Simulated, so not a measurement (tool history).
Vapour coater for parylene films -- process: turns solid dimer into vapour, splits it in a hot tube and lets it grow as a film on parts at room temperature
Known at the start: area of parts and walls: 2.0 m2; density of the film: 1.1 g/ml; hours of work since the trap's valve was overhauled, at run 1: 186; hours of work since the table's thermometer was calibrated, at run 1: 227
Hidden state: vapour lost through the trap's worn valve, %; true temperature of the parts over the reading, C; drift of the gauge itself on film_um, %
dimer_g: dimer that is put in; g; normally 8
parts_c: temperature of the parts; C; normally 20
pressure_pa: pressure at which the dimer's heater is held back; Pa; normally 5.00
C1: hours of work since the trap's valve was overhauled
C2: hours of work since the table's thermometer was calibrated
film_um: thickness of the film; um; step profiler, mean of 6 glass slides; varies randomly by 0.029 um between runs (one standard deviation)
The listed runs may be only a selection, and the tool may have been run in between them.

{"run": 1, "day": 0.0, "dimer_g": 8, "parts_c": 20, "pressure_pa": 5.0, "C1": 186, "C2": 227, "film_um": 2.45}
{"run": 2, "day": 0.483, "dimer_g": 8, "parts_c": 20, "pressure_pa": 5.0, "C1": 195, "C2": 236, "film_um": 2.46}
{"run": 3, "day": 1.008, "dimer_g": 8, "parts_c": 20, "pressure_pa": 5.0, "C1": 205, "C2": 246, "film_um": 2.48}
{"run": 4, "day": 1.45, "dimer_g": 8, "parts_c": 20, "pressure_pa": 2.96, "C1": 213, "C2": 254, "film_um": 2.58}
{"run": 5, "day": 1.775, "dimer_g": 8, "parts_c": 20, "pressure_pa": 5.0, "C1": 219, "C2": 260, "film_um": 2.45}
{"run": 6, "day": 2.092, "dimer_g": 8, "parts_c": 20, "pressure_pa": 5.0, "C1": 225, "C2": 266, "film_um": 2.46}
{"run": 7, "day": 2.646, "dimer_g": 8, "parts_c": 20, "pressure_pa": 5.0, "C1": 235, "C2": 276, "film_um": 2.41}
{"run": 8, "day": 3.075, "dimer_g": 8, "parts_c": 20, "pressure_pa": 5.0, "C1": 244, "C2": 285, "film_um": 2.35}
{"run": 9, "day": 3.629, "dimer_g": 8, "parts_c": 20, "pressure_pa": 5.0, "C1": 254, "C2": 295, "film_um": 2.38}

Run 10, settings as shown, results not yet in. Your forecast:
{"run": 10, "day": 3.975, "dimer_g": 8, "parts_c": 20, "pressure_pa": 5.0, "C1": 260, "C2": 301, "film_um": "?"}

{"run 10": {"film_um": 2.34}}
On a tool with no hidden condition, and with the same random variation, this run would have come out at film_um 2.61 um.
